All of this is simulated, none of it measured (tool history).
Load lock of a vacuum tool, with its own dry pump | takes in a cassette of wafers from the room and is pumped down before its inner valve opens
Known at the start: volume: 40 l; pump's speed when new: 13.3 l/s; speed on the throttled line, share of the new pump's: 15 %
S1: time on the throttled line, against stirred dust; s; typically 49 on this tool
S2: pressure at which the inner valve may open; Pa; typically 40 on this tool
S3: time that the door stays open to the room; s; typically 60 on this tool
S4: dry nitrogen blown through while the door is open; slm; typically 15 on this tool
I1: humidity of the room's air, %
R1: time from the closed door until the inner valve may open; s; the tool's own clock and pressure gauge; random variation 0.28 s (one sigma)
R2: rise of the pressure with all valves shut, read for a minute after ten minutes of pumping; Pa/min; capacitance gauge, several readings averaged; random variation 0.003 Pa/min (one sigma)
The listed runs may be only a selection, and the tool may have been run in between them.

{"run": 1, "hour": 0.0, "S1": 49, "S2": 40, "S3": 60, "S4": 15, "I1": 45.3, "R1": 67.1, "R2": 0.021}
{"run": 2, "hour": 149.7, "S1": 49, "S2": 40, "S3": 60, "S4": 15, "I1": 42.5, "R1": 67.4, "R2": 0.019}
{"run": 3, "hour": 296.2, "S1": 49, "S2": 40, "S3": 60, "S4": 33, "I1": 46.9, "R1": 67.3, "R2": 0.015}
{"run": 4, "hour": 360.1, "S1": 49, "S2": 40, "S3": 60, "S4": 33, "I1": 45.4, "R1": 66.7, "R2": 0.016}
{"run": 5, "hour": 464.4, "S1": 49, "S2": 40, "S3": 60, "S4": 33, "I1": 43.8, "R1": 66.8, "R2": 0.012}
{"run": 6, "hour": 604.0, "S1": 49, "S2": 40, "S3": 60, "S4": 33, "I1": 44.3, "R1": 67.4, "R2": 0.013}
{"run": 7, "hour": 703.2, "S1": 49, "S2": 40, "S3": 60, "S4": 33, "I1": 42.9, "R1": 66.9, "R2": 0.011}
{"run": 8, "hour": 842.5, "S1": 49, "S2": 40, "S3": 60, "S4": 33, "I1": 45.8, "R1": 67.4, "R2": 0.011}
{"run": 9, "hour": 950.2, "S1": 49, "S2": 40, "S3": 60, "S4": 33, "I1": 44.3, "R1": 67.3, "R2": 0.016}
{"run": 10, "hour": 1085.8, "S1": 49, "S2": 40, "S3": 60, "S4": 33, "I1": 47.6, "R1": 67.6, "R2": 0.01}
{"run": 11, "hour": 1166.5, "S1": 49, "S2": 40, "S3": 60, "S4": 33, "I1": 46.0, "R1": 67.1, "R2": 0.02}
{"run": 12, "hour": 1238.2, "S1": 49, "S2": 40, "S3": 166, "S4": 15, "I1": 42.8, "R1": 67.5, "R2": 0.031}
{"run": 13, "hour": 1317.4, "S1": 49, "S2": 29, "S3": 60, "S4": 15, "I1": 44.6, "R1": 67.9, "R2": 0.018}
{"run": 14, "hour": 1470.2, "S1": 49, "S2": 40, "S3": 60, "S4": 14, "I1": 47.3, "R1": 67.0, "R2": 0.028}
{"run": 15, "hour": 1557.7, "S1": 49, "S2": 40, "S3": 60, "S4": 15, "I1": 46.4, "R1": 67.5, "R2": 0.023}
{"run": 16, "hour": 1671.5, "S1": 49, "S2": 40, "S3": 60, "S4": 15, "I1": 46.5, "R1": 67.6, "R2": 0.021}
{"run": 17, "hour": 1790.1, "S1": 49, "S2": 40, "S3": 60, "S4": 15, "I1": 43.1, "R1": 67.2, "R2": 0.022}
{"run": 18, "hour": 1904.9, "S1": 49, "S2": 40, "S3": 60, "S4": 15, "I1": 40.5, "R1": 66.9, "R2": 0.024}
{"run": 19, "hour": 1972.3, "S1": 39, "S2": 40, "S3": 60, "S4": 15, "I1": 45.4, "R1": 59.0, "R2": 0.028}
{"run": 20, "hour": 2038.8, "S1": 49, "S2": 40, "S3": 69, "S4": 15, "I1": 43.5, "R1": 67.3, "R2": 0.026}
{"run": 21, "hour": 2109.3, "S1": 49, "S2": 40, "S3": 69, "S4": 15, "I1": 47.5, "R1": 67.1, "R2": 0.024}
{"run": 22, "hour": 2226.3, "S1": 49, "S2": 40, "S3": 108, "S4": 15, "I1": 44.8, "R1": 67.1, "R2": 0.029}
{"run": 23, "hour": 2318.6, "S1": 49, "S2": 40, "S3": 108, "S4": 15, "I1": 42.5, "R1": 67.4, "R2": 0.024}
{"run": 24, "hour": 2439.7, "S1": 49, "S2": 37, "S3": 49, "S4": 15, "I1": 44.8, "R1": 68.1, "R2": 0.027}
{"run": 25, "hour": 2546.4, "S1": 45, "S2": 40, "S3": 60, "S4": 15, "I1": 45.1, "R1": 64.3, "R2": 0.027}
{"run": 26, "hour": 2675.2, "S1": 45, "S2": 40, "S3": 60, "S4": 15, "I1": 47.9, "R1": 63.6, "R2": 0.032}
{"run": 27, "hour": 2743.0, "S1": 45, "S2": 62, "S3": 136, "S4": 9, "I1": 45.9, "R1": 62.3, "R2": 0.039}
{"run": 28, "hour": 2829.1, "S1": 74, "S2": 64, "S3": 59, "S4": 5, "I1": 43.4, "R1": 86.5, "R2": 0.032}
{"run": 29, "hour": 2961.5, "S1": 74, "S2": 64, "S3": 80, "S4": 39, "I1": 42.2, "R1": 86.0, "R2": 0.016}
{"run": 30, "hour": 3033.2, "S1": 49, "S2": 41, "S3": 60, "S4": 15, "I1": 46.1, "R1": 67.4, "R2": 0.028}
{"run": 31, "hour": 3161.5, "S1": 49, "S2": 32, "S3": 51, "S4": 15, "I1": 43.6, "R1": 68.1, "R2": 0.027}
{"run": 32, "hour": 3279.0, "S1": 49, "S2": 70, "S3": 60, "S4": 5, "I1": 41.6, "R1": 65.8, "R2": 0.036}
{"run": 33, "hour": 3421.5, "S1": 63, "S2": 39, "S3": 60, "S4": 19, "I1": 46.3, "R1": 78.9, "R2": 0.023}
{"run": 34, "hour": 3524.5, "S1": 92, "S2": 40, "S3": 60, "S4": 15, "I1": 45.6, "R1": 102.4, "R2": 0.027}
{"run": 35, "hour": 3649.4, "S1": 92, "S2": 40, "S3": 60, "S4": 15, "I1": 46.8, "R1": 103.5, "R2": 0.031}
{"run": 36, "hour": 3801.3, "S1": 92, "S2": 40, "S3": 60, "S4": 15, "I1": 45.4, "R1": 102.9, "R2": 0.028}

Measured minus without-hidden-state, run by run (identical run-to-run variation in each term; gauge scatter may differ):
Hidden state at play: pump's speed, % of a new pump's; leak at the door's seal, Pa l/s; drift of the gauge itself on ready_s, %; drift of the gauge itself on rise_pa_min, %.
run=1 R1=+1.7 R2=+0.005
run=2 R1=+1.8 R2=+0.005
run=3 R1=+1.8 R2=+0.005
run=4 R1=+1.8 R2=+0.005
run=5 R1=+1.8 R2=+0.005
run=6 R1=+1.9 R2=+0.005
run=7 R1=+1.9 R2=+0.006
run=8 R1=+1.8 R2=+0.006
run=9 R1=+1.9 R2=+0.006
run=10 R1=+1.9 R2=+0.006
run=11 R1=+1.9 R2=+0.007
run=12 R1=+1.9 R2=+0.007
run=13 R1=+2.0 R2=+0.007
run=14 R1=+2.0 R2=+0.007
run=15 R1=+1.9 R2=+0.006
run=16 R1=+2.0 R2=+0.007
run=17 R1=+2.0 R2=+0.008
run=18 R1=+2.1 R2=+0.007
run=19 R1=+2.2 R2=+0.007
run=20 R1=+2.0 R2=+0.007
run=21 R1=+2.1 R2=+0.008
run=22 R1=+2.0 R2=+0.007
run=23 R1=+2.1 R2=+0.008
run=24 R1=+2.1 R2=+0.008
run=25 R1=+2.3 R2=+0.009
run=26 R1=+2.2 R2=+0.008
run=27 R1=+2.0 R2=+0.008
run=28 R1=+1.4 R2=+0.008
run=29 R1=+1.5 R2=+0.009
run=30 R1=+2.2 R2=+0.009
run=31 R1=+2.3 R2=+0.009
run=32 R1=+2.0 R2=+0.009
run=33 R1=+2.1 R2=+0.009
run=34 R1=+1.4 R2=+0.009
run=35 R1=+1.4 R2=+0.010
run=36 R1=+1.5 R2=+0.010

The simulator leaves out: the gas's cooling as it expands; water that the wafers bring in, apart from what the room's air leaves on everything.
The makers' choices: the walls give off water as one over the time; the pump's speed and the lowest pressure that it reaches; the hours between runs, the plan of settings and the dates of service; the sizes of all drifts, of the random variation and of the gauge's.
